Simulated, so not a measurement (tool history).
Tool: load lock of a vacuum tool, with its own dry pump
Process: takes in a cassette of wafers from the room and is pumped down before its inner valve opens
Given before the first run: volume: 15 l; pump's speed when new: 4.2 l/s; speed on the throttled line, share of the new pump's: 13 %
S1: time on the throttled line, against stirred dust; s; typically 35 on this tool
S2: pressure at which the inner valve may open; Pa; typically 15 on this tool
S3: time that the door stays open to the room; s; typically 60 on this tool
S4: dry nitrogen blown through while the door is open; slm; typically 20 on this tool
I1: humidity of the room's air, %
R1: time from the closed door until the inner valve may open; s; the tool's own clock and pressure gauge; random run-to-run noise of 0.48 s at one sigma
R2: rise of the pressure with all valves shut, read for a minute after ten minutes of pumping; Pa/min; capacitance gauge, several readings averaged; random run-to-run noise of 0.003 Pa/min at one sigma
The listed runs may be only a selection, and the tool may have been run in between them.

run	hour	S1	S2	S3	S4	I1	R1	R2
1	0	35	15	60	20	40.8	65.2	0.087
2	410.9	35	15	60	6	48.8	65.2	0.118
3	862	35	15	60	6	46.1	65.5	0.123
4	1257.7	35	15	60	6	46.2	64.7	0.13
5	1723	35	15	60	6	43.9	65.2	0.132
6	2248.4	35	15	60	20	46.4	65.5	0.118
7	2542.3	35	15	60	20	47.6	66.4	0.124
8	2959	35	15	60	20	46.8	66	0.127
9	3435.2	35	15	60	20	47.1	66.9	0.135
10	3807.5	35	15	60	20	48.4	65.8	0.142
11	4052.2	35	15	60	20	45.2	66	0.146
12	4508	35	26	60	20	46.5	64.5	0.157
13	5025.2	19	20	60	33	40.8	52.7	0.148
14	5571.4	59	15	60	35	47.3	87.1	0.162
15	6119.8	35	28	60	20	43.4	65.2	0.178
16	6480.1	62	29	60	20	46.3	88.2	0.191
17	6876.6	62	29	60	20	46.7	88	0.202
18	7352.7	54	14	61	9	44.6	84.7	0.228
19	7847.8	30	27	28	6	42.5	61.6	0.218
20	8158.3	43	27	28	14	46.4	72.6	0.218
# hour 8489.4: door's seal changed, seat wiped
21	8680.1	35	26	60	20	43	67.4	0.055
22	9141.1	55	26	60	20	46.5	85.1	0.057
23	9668.2	55	26	60	20	44.1	85.2	0.057

Alternative continuations, all from the tool just after run 23; predict every row:
A	10006	21	15	32	11	43.4	?	?
B	10006	55	26	38	7	43.7	?	?
C	10006	35	19	61	20	49.8	?	?

run	R1	R2
A	58.5	0.061
B	83.9	0.062
C	69.2	0.076
The same runs, with their run-to-run variation unchanged, on a tool lacking any hidden condition would have given:
run	R1	R2
A	49.9	0.054
B	77.2	0.055
C	61.4	0.069
